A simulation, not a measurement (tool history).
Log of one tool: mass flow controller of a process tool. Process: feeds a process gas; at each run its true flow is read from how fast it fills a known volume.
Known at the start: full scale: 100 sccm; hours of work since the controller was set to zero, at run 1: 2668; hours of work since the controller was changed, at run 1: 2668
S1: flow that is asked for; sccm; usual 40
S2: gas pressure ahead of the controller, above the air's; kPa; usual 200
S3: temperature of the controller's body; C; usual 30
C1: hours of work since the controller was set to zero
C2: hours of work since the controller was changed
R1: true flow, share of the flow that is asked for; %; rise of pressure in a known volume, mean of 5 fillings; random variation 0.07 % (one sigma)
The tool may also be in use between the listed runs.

run 1 hour=0 | S1=40 S2=200 S3=30 | C1=2668 C2=2668 | R1=95.79
run 2 hour=185 | S1=40 S2=200 S3=30 | C1=2745 C2=2745 | R1=95.69
run 3 hour=326 | S1=40 S2=175 S3=30 | C1=2803 C2=2803 | R1=95.41
run 4 hour=513.7 | S1=40 S2=200 S3=30 | C1=2881 C2=2881 | R1=95.63
run 5 hour=705.8 | S1=40 S2=200 S3=30 | C1=2961 C2=2961 | R1=95.6
run 6 hour=883.1 | S1=13 S2=200 S3=30 | C1=3034 C2=3034 | R1=90.6
run 7 hour=1115.7 | S1=40 S2=200 S3=30 | C1=3131 C2=3131 | R1=95.28
run 8 hour=1310.5 | S1=40 S2=271 S3=30 | C1=3212 C2=3212 | R1=95.66
run 9 hour=1452.3 | S1=40 S2=200 S3=30 | C1=3271 C2=3271 | R1=95.3
run 10 hour=1571.3 | S1=40 S2=200 S3=30 | C1=3320 C2=3320 | R1=95.3
run 11 hour=1777.7 | S1=40 S2=200 S3=30 | C1=3405 C2=3405 | R1=95.16
run 12 hour=1908.7 | S1=40 S2=200 S3=30 | C1=3460 C2=3460 | R1=95.08
run 13 hour=2106.1 | S1=40 S2=159 S3=30 | C1=3542 C2=3542 | R1=94.85
run 14 hour=2307.7 | S1=40 S2=159 S3=30 | C1=3625 C2=3625 | R1=94.6
run 15 hour=2436.1 | S1=12 S2=200 S3=30 | C1=3679 C2=3679 | R1=88.53
run 16 hour=2579.4 | S1=12 S2=200 S3=30 | C1=3738 C2=3738 | R1=88.3
run 17 hour=2694.7 | S1=12 S2=200 S3=30 | C1=3786 C2=3786 | R1=88.17
run 18 hour=2812.6 | S1=40 S2=200 S3=36 | C1=3835 C2=3835 | R1=94.93
run 19 hour=2981.9 | S1=40 S2=154 S3=30 | C1=3905 C2=3905 | R1=94.29
run 20 hour=3154 | S1=40 S2=200 S3=22 | C1=3976 C2=3976 | R1=94.18
run 21 hour=3368.8 | S1=14 S2=199 S3=25 | C1=4065 C2=4065 | R1=88.59
run 22 hour=3527 | S1=40 S2=142 S3=30 | C1=4131 C2=4131 | R1=94.17
run 23 hour=3715.6 | S1=33 S2=200 S3=32 | C1=4209 C2=4209 | R1=93.47
run 24 hour=3873.2 | S1=33 S2=147 S3=39 | C1=4275 C2=4275 | R1=93.54
run 25 hour=4054 | S1=42 S2=194 S3=24 | C1=4350 C2=4350 | R1=93.97
run 26 hour=4263 | S1=42 S2=194 S3=24 | C1=4436 C2=4436 | R1=93.99
run 27 hour=4401.9 | S1=42 S2=174 S3=21 | C1=4494 C2=4494 | R1=93.59
run 28 hour=4608.5 | S1=42 S2=174 S3=21 | C1=4580 C2=4580 | R1=93.6
run 29 hour=4856.1 | S1=42 S2=174 S3=21 | C1=4682 C2=4682 | R1=93.53
run 30 hour=5033 | S1=42 S2=174 S3=21 | C1=4756 C2=4756 | R1=93.32
run 31 hour=5223.6 | S1=38 S2=174 S3=27 | C1=4835 C2=4835 | R1=93.27
run 32 hour=5398.7 | S1=18 S2=200 S3=30 | C1=4907 C2=4907 | R1=89.21
run 33 hour=5647.6 | S1=18 S2=200 S3=30 | C1=5011 C2=5011 | R1=88.94
run 34 hour=5887.4 | S1=20 S2=221 S3=30 | C1=5110 C2=5110 | R1=89.68
run 35 hour=6035.8 | S1=40 S2=163 S3=30 | C1=5172 C2=5172 | R1=93.18
run 36 hour=6161.9 | S1=11 S2=268 S3=30 | C1=5224 C2=5224 | R1=83.91
run 37 hour=6386.9 | S1=72 S2=210 S3=29 | C1=5317 C2=5317 | R1=95.91
run 38 hour=6545.9 | S1=63 S2=186 S3=27 | C1=5383 C2=5383 | R1=95
run 39 hour=6685 | S1=63 S2=186 S3=27 | C1=5441 C2=5441 | R1=94.9
run 40 hour=6935.3 | S1=99 S2=200 S3=30 | C1=5545 C2=5545 | R1=97

Forecast each of these 4 alternatives for the next run:
run A hour=7049.8 | S1=40 S2=209 S3=21 | C1=5592 C2=5592 | R1=?
run B hour=7049.8 | S1=17 S2=143 S3=38 | C1=5592 C2=5592 | R1=?
run C hour=7049.8 | S1=40 S2=200 S3=24 | C1=5592 C2=5592 | R1=?
run D hour=7049.8 | S1=40 S2=200 S3=23 | C1=5592 C2=5592 | R1=?

run=A R1=92.67
run=B R1=87.41
run=C R1=92.78
run=D R1=92.71
Without the tool's hidden state the same runs would have given:
run=A R1=97.88
run=B R1=97.39
run=C R1=97.99
run=D R1=97.93

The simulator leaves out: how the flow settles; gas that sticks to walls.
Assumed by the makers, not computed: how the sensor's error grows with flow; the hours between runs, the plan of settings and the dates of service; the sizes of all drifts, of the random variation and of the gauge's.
